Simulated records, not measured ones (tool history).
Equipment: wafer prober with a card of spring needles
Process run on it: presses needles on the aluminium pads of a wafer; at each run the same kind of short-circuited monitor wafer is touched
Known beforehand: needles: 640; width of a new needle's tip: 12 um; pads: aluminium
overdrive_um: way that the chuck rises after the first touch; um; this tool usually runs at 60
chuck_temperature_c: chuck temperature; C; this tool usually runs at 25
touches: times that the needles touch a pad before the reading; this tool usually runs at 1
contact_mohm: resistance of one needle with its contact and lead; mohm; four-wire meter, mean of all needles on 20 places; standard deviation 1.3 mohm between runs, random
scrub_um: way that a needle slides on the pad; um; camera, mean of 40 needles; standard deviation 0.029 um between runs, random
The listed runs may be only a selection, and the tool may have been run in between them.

run 1 day=0 | overdrive_um=60 chuck_temperature_c=25 touches=1 | contact_mohm=109 scrub_um=9.99
-- day=0.271 tips cleaned on abrasive film
-- day=1.008 tips cleaned on abrasive film
-- day=1.475 height of the first contact set anew
run 2 day=1.475 | overdrive_um=60 chuck_temperature_c=25 touches=1 | contact_mohm=106 scrub_um=9.98
-- day=1.771 tips cleaned on abrasive film
-- day=2.5 tips cleaned on abrasive film
run 3 day=2.679 | overdrive_um=60 chuck_temperature_c=25 touches=1 | contact_mohm=109 scrub_um=9.92
-- day=3.221 tips cleaned on abrasive film
-- day=3.946 tips cleaned on abrasive film
run 4 day=4.375 | overdrive_um=52 chuck_temperature_c=25 touches=1 | contact_mohm=107 scrub_um=8.65
-- day=4.667 tips cleaned on abrasive film
-- day=5.342 tips cleaned on abrasive film
-- day=6.108 tips cleaned on abrasive film
run 5 day=6.196 | overdrive_um=52 chuck_temperature_c=25 touches=1 | contact_mohm=109 scrub_um=8.61
-- day=6.854 tips cleaned on abrasive film
-- day=7.608 tips cleaned on abrasive film
run 6 day=8.125 | overdrive_um=52 chuck_temperature_c=25 touches=1 | contact_mohm=109 scrub_um=8.63
-- day=8.404 tips cleaned on abrasive film
-- day=9.1 tips cleaned on abrasive film
run 7 day=9.196 | overdrive_um=52 chuck_temperature_c=25 touches=1 | contact_mohm=106 scrub_um=8.65
-- day=9.838 tips cleaned on abrasive film
run 8 day=10.396 | overdrive_um=52 chuck_temperature_c=25 touches=1 | contact_mohm=110 scrub_um=8.64
-- day=10.538 tips cleaned on abrasive film
-- day=11.283 tips cleaned on abrasive film
-- day=11.975 tips cleaned on abrasive film
run 9 day=12.333 | overdrive_um=66 chuck_temperature_c=25 touches=1 | contact_mohm=104 scrub_um=10.99
-- day=12.7 tips cleaned on abrasive film
-- day=13.488 tips cleaned on abrasive film
run 10 day=13.642 | overdrive_um=60 chuck_temperature_c=27 touches=1 | contact_mohm=106 scrub_um=9.92
-- day=14.225 tips cleaned on abrasive film
-- day=14.971 tips cleaned on abrasive film
run 11 day=15.129 | overdrive_um=60 chuck_temperature_c=27 touches=1 | contact_mohm=108 scrub_um=9.94
-- day=15.642 tips cleaned on abrasive film
-- day=16.442 tips cleaned on abrasive film
run 12 day=16.738 | overdrive_um=60 chuck_temperature_c=27 touches=1 | contact_mohm=105 scrub_um=9.93
-- day=17.183 tips cleaned on abrasive film
-- day=17.912 tips cleaned on abrasive film
run 13 day=18.521 | overdrive_um=60 chuck_temperature_c=44 touches=1 | contact_mohm=109 scrub_um=9.94
-- day=18.692 tips cleaned on abrasive film
-- day=19.379 tips cleaned on abrasive film
run 14 day=20.029 | overdrive_um=60 chuck_temperature_c=44 touches=1 | contact_mohm=107 scrub_um=9.94
-- day=20.2 tips cleaned on abrasive film
-- day=20.917 tips cleaned on abrasive film
-- day=21.638 tips cleaned on abrasive film
run 15 day=21.762 | overdrive_um=60 chuck_temperature_c=44 touches=1 | contact_mohm=110 scrub_um=10
-- day=22.412 tips cleaned on abrasive film
-- day=22.888 height of the first contact set anew
-- day=23.138 tips cleaned on abrasive film
run 16 day=23.467 | overdrive_um=60 chuck_temperature_c=44 touches=1 | contact_mohm=111 scrub_um=9.92
-- day=23.946 tips cleaned on abrasive film
-- day=24.65 tips cleaned on abrasive film
run 17 day=25.046 | overdrive_um=45 chuck_temperature_c=58 touches=2 | contact_mohm=117 scrub_um=7.47
-- day=25.346 tips cleaned on abrasive film
-- day=26.096 tips cleaned on abrasive film
-- day=26.788 tips cleaned on abrasive film
run 18 day=26.917 | overdrive_um=79 chuck_temperature_c=87 touches=2 | contact_mohm=114 scrub_um=13.04

Below are 5 alternative next runs, each starting from the tool's condition after run 18. Predict each:
-- day=27.508 tips cleaned on abrasive film
-- day=28.304 tips cleaned on abrasive film
run A day=28.588 | overdrive_um=48 chuck_temperature_c=33 touches=1 | contact_mohm=? scrub_um=?
-- day=27.508 tips cleaned on abrasive film
-- day=28.304 tips cleaned on abrasive film
run B day=28.588 | overdrive_um=47 chuck_temperature_c=122 touches=2 | contact_mohm=? scrub_um=?
-- day=27.508 tips cleaned on abrasive film
-- day=28.304 tips cleaned on abrasive film
run C day=28.588 | overdrive_um=60 chuck_temperature_c=92 touches=1 | contact_mohm=? scrub_um=?
-- day=27.508 tips cleaned on abrasive film
-- day=28.304 tips cleaned on abrasive film
run D day=28.588 | overdrive_um=52 chuck_temperature_c=76 touches=2 | contact_mohm=? scrub_um=?
-- day=27.508 tips cleaned on abrasive film
-- day=28.304 tips cleaned on abrasive film
run E day=28.588 | overdrive_um=65 chuck_temperature_c=79 touches=2 | contact_mohm=? scrub_um=?

run=A contact_mohm=110 scrub_um=7.9
run=B contact_mohm=123 scrub_um=7.78
run=C contact_mohm=119 scrub_um=9.95
run=D contact_mohm=117 scrub_um=8.58
run=E contact_mohm=114 scrub_um=10.75
Without the tool's hidden state the same runs would have given:
run=A contact_mohm=110 scrub_um=7.9
run=B contact_mohm=122 scrub_um=7.79
run=C contact_mohm=119 scrub_um=9.96
run=D contact_mohm=117 scrub_um=8.58
run=E contact_mohm=114 scrub_um=10.75

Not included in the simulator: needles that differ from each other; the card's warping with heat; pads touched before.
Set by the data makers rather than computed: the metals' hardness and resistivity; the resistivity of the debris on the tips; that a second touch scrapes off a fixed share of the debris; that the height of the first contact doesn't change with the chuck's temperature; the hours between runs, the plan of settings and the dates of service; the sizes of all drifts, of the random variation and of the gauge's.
